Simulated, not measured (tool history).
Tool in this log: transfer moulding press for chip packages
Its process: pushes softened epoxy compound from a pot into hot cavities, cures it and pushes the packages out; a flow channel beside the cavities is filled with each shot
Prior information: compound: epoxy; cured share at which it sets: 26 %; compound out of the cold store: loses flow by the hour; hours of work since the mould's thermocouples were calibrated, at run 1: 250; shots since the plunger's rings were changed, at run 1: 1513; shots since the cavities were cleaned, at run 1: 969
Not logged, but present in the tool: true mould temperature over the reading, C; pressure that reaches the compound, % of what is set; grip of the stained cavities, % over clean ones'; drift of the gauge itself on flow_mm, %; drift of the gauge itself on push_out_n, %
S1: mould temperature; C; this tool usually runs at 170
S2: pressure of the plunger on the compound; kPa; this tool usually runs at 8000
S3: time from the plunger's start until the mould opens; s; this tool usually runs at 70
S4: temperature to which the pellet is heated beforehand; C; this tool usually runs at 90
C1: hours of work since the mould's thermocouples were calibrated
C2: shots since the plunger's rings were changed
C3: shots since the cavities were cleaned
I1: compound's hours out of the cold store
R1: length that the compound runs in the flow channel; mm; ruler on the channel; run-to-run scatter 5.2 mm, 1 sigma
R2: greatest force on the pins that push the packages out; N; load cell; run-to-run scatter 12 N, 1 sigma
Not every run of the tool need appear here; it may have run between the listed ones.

run	hour	S1	S2	S3	S4	C1	C2	C3	I1	R1	R2
1	0	170	8000	70	90	250	1513	969	38.1	861	1309
# hour 13.2: cavities cleaned with cleaning compound and waxed
# hour 82: cavities cleaned with cleaning compound and waxed
2	84.8	170	8000	70	90	310	2912	48	10.1	899	701
3	139.4	170	8000	70	90	350	3847	983	45.7	804	1318
# hour 147.5: cavities cleaned with cleaning compound and waxed
4	191.5	170	8000	70	90	387	4711	752	11.6	851	1379
# hour 208: mould's thermocouples calibrated
# hour 215.8: plunger's sealing rings changed
# hour 217.3: cavities cleaned with cleaning compound and waxed
5	279.3	170	8000	70	90	49	1060	1060	22.5	894	1314
# hour 287.7: cavities cleaned with cleaning compound and waxed
6	339.2	170	8000	70	90	92	2059	880	40.9	829	1284
# hour 354.2: cavities cleaned with cleaning compound and waxed
7	391.1	170	8000	70	90	129	2922	631	30.3	838	1210
# hour 423.4: cavities cleaned with cleaning compound and waxed
8	451.8	167	8000	70	90	172	3935	486	35.3	827	1409
# hour 490.4: cavities cleaned with cleaning compound and waxed
# hour 521.4: plunger's sealing rings changed
9	521.4	167	8000	70	90	220	0	488	21.6	932	1466
# hour 563.5: cavities cleaned with cleaning compound and waxed
10	591.3	167	8000	70	90	270	1170	475	27.9	893	1497
# hour 628.7: cavities cleaned with cleaning compound and waxed
11	630.8	167	8000	70	90	297	1819	35	23.6	892	860
# hour 700.7: cavities cleaned with cleaning compound and waxed
12	701.1	167	8000	70	90	348	2997	7	44	834	745
# hour 768.9: cavities cleaned with cleaning compound and waxed
# hour 777.5: mould's thermocouples calibrated
13	785.2	170	8000	70	90	6	4375	245	9.5	872	985
# hour 825: plunger's sealing rings changed
# hour 844.1: cavities cleaned with cleaning compound and waxed
14	850.9	170	8000	70	90	51	417	117	16.8	932	780
# hour 909.6: cavities cleaned with cleaning compound and waxed
15	920.7	167	7150	59	94	100	1585	190	17.7	863	1634
16	960	169	6990	78	91	129	2258	863	12.6	851	1058
# hour 975.5: cavities cleaned with cleaning compound and waxed
17	1010.5	168	8000	102	90	165	3097	600	16.7	884	715
# hour 1044.5: cavities cleaned with cleaning compound and waxed
18	1094	168	8000	102	90	225	4500	848	15.6	854	781
# hour 1109.8: cavities cleaned with cleaning compound and waxed
# hour 1132.6: plunger's sealing rings changed
19	1158.3	168	8000	102	90	269	439	787	44.9	871	797
# hour 1179.7: cavities cleaned with cleaning compound and waxed
20	1200.5	168	8000	102	90	299	1136	356	24.7	897	687
21	1236.3	168	6470	64	92	325	1748	968	24.9	791	1973
# hour 1244.9: cavities cleaned with cleaning compound and waxed
# hour 1313.8: cavities cleaned with cleaning compound and waxed
22	1314.8	168	6470	64	92	380	3039	17	18.9	792	951
# hour 1339.4: mould's thermocouples calibrated
23	1375.5	169	9280	93	90	26	4043	1021	14.4	936	862
# hour 1382.4: cavities cleaned with cleaning compound and waxed
# hour 1437.5: plunger's sealing rings changed
# hour 1454.8: cavities cleaned with cleaning compound and waxed
24	1456.7	176	9320	93	90	82	302	33	17.7	978	366
# hour 1520.6: cavities cleaned with cleaning compound and waxed
25	1524.7	177	8000	79	95	130	1440	71	23.1	867	437
26	1574.5	170	8000	51	89	166	2292	923	44.4	827	2697

Each row is a separate what-if for the run after 26, all from the same tool condition, not one after another. Results?
# hour 1587.4: cavities cleaned with cleaning compound and waxed
# hour 1655.6: cavities cleaned with cleaning compound and waxed
A	1662.2	170	8000	63	89	228	3740	113	31.8	?	?
# hour 1587.4: cavities cleaned with cleaning compound and waxed
# hour 1655.6: cavities cleaned with cleaning compound and waxed
B	1662.2	176	8000	57	90	228	3740	113	26.4	?	?
# hour 1587.4: cavities cleaned with cleaning compound and waxed
# hour 1655.6: cavities cleaned with cleaning compound and waxed
C	1662.2	170	6930	97	90	228	3740	113	37.6	?	?
# hour 1587.4: cavities cleaned with cleaning compound and waxed
# hour 1655.6: cavities cleaned with cleaning compound and waxed
D	1662.2	170	8000	70	88	228	3740	113	33.5	?	?

run	R1	R2
A	823	1052
B	825	897
C	756	471
D	819	770
Take away the tool's hidden state, keep each run's random variation, and the runs would have read:
run	R1	R2
A	891	772
B	893	657
C	818	353
D	887	564

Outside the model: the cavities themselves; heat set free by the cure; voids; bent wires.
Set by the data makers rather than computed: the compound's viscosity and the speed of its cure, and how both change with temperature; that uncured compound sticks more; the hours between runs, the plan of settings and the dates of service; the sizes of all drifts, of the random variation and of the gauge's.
